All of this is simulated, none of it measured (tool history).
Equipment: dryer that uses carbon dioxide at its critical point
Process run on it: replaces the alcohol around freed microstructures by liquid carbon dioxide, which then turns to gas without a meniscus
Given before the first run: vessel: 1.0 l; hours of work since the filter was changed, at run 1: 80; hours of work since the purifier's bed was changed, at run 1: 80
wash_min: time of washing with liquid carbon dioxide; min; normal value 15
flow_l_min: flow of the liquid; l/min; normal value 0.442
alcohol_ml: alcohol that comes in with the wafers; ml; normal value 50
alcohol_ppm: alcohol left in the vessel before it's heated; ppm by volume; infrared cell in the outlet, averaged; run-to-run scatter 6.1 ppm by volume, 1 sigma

run,hour,wash_min,flow_l_min,alcohol_ml,hours of work since the filter was changed,hours of work since the purifier's bed was changed,alcohol_ppm
1,0.0,15,0.442,50,80,80,320
2,61.6,15,0.442,50,99,99,339
3,115.2,15,0.442,50,116,116,357
4,144.6,15,0.442,36,125,125,270
5,185.8,15,0.640,50,138,138,67
6,244.5,15,0.640,50,156,156,71
7,299.9,15,0.640,50,174,174,67
8,356.4,20,0.442,50,191,191,121
9,408.1,20,0.442,50,207,207,127
10,462.3,12,0.442,50,224,224,1223
11,505.2,12,0.442,50,238,238,1270
12,555.4,12,0.442,50,253,253,1327
13,604.0,12,0.442,50,268,268,1422
# hour 647.3: inlet filter changed
14,649.3,22,0.442,50,1,282,63
15,690.9,15,0.442,25,14,295,171
16,718.8,15,0.442,25,22,304,180
17,766.4,15,0.442,25,37,319,188
18,794.1,17,0.442,25,46,327,121
19,835.7,15,0.447,50,59,340,329
20,884.9,15,0.447,50,74,356,327
21,936.0,15,0.447,50,90,372,357
22,987.0,15,0.459,50,106,387,341
23,1012.6,15,0.459,50,114,395,337
24,1062.4,10,0.459,50,129,411,1623
25,1097.7,15,0.442,40,140,422,356
26,1147.3,17,0.485,50,156,437,170
27,1203.5,15,0.360,32,173,455,737
28,1234.0,23,0.360,36,183,464,167
29,1277.5,13,0.336,37,196,478,1788
30,1337.8,12,0.531,109,215,497,1222
31,1363.9,14,0.566,109,223,505,475
32,1394.1,14,0.566,109,233,514,483
33,1441.6,14,0.566,109,247,529,506
34,1496.2,14,0.566,22,264,546,185
35,1526.4,14,0.566,22,274,555,188
# hour 1549.1: inlet filter changed
36,1575.3,15,0.528,98,8,570,247
37,1613.8,15,0.528,34,20,582,148
38,1645.6,15,0.528,34,30,592,152
39,1676.3,15,0.274,50,40,602,2171
40,1728.4,15,0.274,50,56,618,2294
41,1754.5,17,0.274,50,64,626,1547
42,1790.7,22,0.442,50,75,637,132
43,1847.7,15,0.274,50,93,655,2417
44,1879.4,15,0.674,99,103,665,138
45,1912.4,16,0.518,28,113,675,156
46,1965.8,9,0.442,56,130,692,2957
47,1993.4,9,0.442,56,138,701,3127

Describe how what the log doesn't record of the tool's condition differs between the last listed run preceding each entry between runs and the first listed run following it.
Run 13 -> run 14: inlet filter changed (hour 647.3)
  flow that reaches the vessel past the clogged filter, %: 84.4 -> 99.8; alcohol in the recycled carbon dioxide, ppm: 46.8 -> 48.8
  measured less the result without the state, alcohol_ppm: +708 -> +45 ppm by volume
Run 35 -> run 36: inlet filter changed (hour 1549.1)
  flow that reaches the vessel past the clogged filter, %: 83.9 -> 99.4; alcohol in the recycled carbon dioxide, ppm: 90.7 -> 92.9
  measured less the result without the state, alcohol_ppm: +146 -> +91 ppm by volume
